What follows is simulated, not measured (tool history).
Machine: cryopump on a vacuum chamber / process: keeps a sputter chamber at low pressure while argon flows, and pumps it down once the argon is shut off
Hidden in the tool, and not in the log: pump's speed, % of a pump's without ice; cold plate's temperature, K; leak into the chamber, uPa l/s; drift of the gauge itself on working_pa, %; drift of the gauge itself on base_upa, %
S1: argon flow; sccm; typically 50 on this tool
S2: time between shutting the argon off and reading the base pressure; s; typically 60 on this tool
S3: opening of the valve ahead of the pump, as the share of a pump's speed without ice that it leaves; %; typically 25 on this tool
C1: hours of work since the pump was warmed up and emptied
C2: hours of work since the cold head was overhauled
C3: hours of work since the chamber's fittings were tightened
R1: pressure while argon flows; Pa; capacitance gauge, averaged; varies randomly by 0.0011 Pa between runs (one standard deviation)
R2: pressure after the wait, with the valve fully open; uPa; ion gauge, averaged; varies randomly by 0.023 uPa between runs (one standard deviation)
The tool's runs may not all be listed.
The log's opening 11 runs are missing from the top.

Run 12, hour 134: usual settings but S3 21 %; C1 77; C2 564; C3 1611. Result: R1 0.2861 Pa, R2 2.17 uPa.
Run 13, hour 150.1: usual settings but S3 21 %; C1 89; C2 575; C3 1623. Result: R1 0.2859 Pa, R2 2.09 uPa.
Run 14, hour 166.6: usual settings but S3 21 %; C1 101; C2 587; C3 1635. Result: R1 0.2854 Pa, R2 2.11 uPa.
Run 15, hour 179: usual settings but S3 21 %; C1 109; C2 596; C3 1644. Result: R1 0.2862 Pa, R2 2.18 uPa.
Run 16, hour 189.2: usual settings but S3 21 %; C1 117; C2 603; C3 1651. Result: R1 0.2874 Pa, R2 2.14 uPa.
Run 17, hour 203.6: usual settings but S3 24 %; C1 127; C2 614; C3 1661. Result: R1 0.2521 Pa, R2 2.28 uPa.
Run 18, hour 212.8: usual settings but S1 97 sccm, S3 55 %; C1 134; C2 620; C3 1668. Result: R1 0.2207 Pa, R2 2.18 uPa.
Run 19, hour 221.1: usual settings but S1 82 sccm, S2 227 s, S3 30 %; C1 140; C2 626; C3 1674. Result: R1 0.3363 Pa, R2 1.87 uPa.
Run 20, hour 229.8: usual settings but S1 23 sccm, S2 33 s, S3 43 %; C1 146; C2 633; C3 1680. Result: R1 0.0666 Pa, R2 2.76 uPa.
Run 21, hour 239.2: usual settings but S1 54 sccm, S2 66 s, S3 27 %; C1 153; C2 639; C3 1687. Result: R1 0.2458 Pa, R2 2.26 uPa.
Run 22, hour 254.3: usual settings but S1 44 sccm, S2 97 s, S3 47 %; C1 163; C2 650; C3 1698. Result: R1 0.1168 Pa, R2 2.05 uPa.
Run 23, hour 261.6: usual settings but S1 24 sccm, S2 97 s, S3 47 %; C1 169; C2 655; C3 1703. Result: R1 0.0644 Pa, R2 2.04 uPa.
Run 24, hour 272.3: usual settings but S1 24 sccm, S2 48 s, S3 17 %; C1 176; C2 663; C3 1710. Result: R1 0.1715 Pa, R2 2.48 uPa.
Run 25, hour 281.3: usual settings but S1 21 sccm, S3 19 %; C1 183; C2 669; C3 1717. Result: R1 0.1352 Pa, R2 2.3 uPa.
Run 26, hour 293.1: usual settings but S1 78 sccm, S2 46 s, S3 36 %; C1 191; C2 678; C3 1725. Result: R1 0.2686 Pa, R2 2.49 uPa.
Run 27, hour 304.7: usual settings but S1 41 sccm; C1 200; C2 686; C3 1734. Result: R1 0.2034 Pa, R2 2.36 uPa.
Run 28, hour 318.2: usual settings but S1 63 sccm, S2 26 s, S3 41 %; C1 209; C2 696; C3 1743. Result: R1 0.1956 Pa, R2 3.04 uPa.
Run 29, hour 332.5: usual settings but S1 89 sccm, S2 94 s; C1 219; C2 706; C3 1754. Result: R1 0.4438 Pa, R2 2.29 uPa.
Run 30, hour 342.1: usual settings but S1 89 sccm, S2 141 s; C1 226; C2 713; C3 1760. Result: R1 0.439 Pa, R2 2.11 uPa.
Run 31, hour 350.9: usual settings but S1 34 sccm, S2 67 s, S3 34 %; C1 233; C2 719; C3 1767. Result: R1 0.1261 Pa, R2 2.34 uPa.
Run 32, hour 364.5: usual settings but S1 69 sccm, S2 21 s, S3 47 %; C1 242; C2 729; C3 1777. Result: R1 0.191 Pa, R2 3.45 uPa.
Run 33, hour 375: usual settings but S1 91 sccm, S2 59 s; C1 250; C2 737; C3 1784. Result: R1 0.452 Pa, R2 2.51 uPa.

Branching from run 33: 4 alternative next runs. What would each branch give?
Run A, hour 387.5: usual settings but S2 36 s, S3 56 %; C1 259; C2 746; C3 1793. Result: R1 ?, R2 ?.
Run B, hour 387.5: usual settings but S1 44 sccm; C1 259; C2 746; C3 1793. Result: R1 ?, R2 ?.
Run C, hour 387.5: usual settings but S1 60 sccm, S2 59 s; C1 259; C2 746; C3 1793. Result: R1 ?, R2 ?.
Run D, hour 387.5: usual settings but S2 30 s, S3 47 %; C1 259; C2 746; C3 1793. Result: R1 ?, R2 ?.

run      R1    R2
  A  0.1177  2.91
  B  0.2206  2.43
  C  0.2982  2.51
  D   0.139  3.07
With the hidden condition removed and each run's random variation left untouched, the same runs would have given:
run      R1    R2
  A   0.105  1.17
  B  0.2094  0.74
  C   0.283  0.79
  D  0.1262  1.34
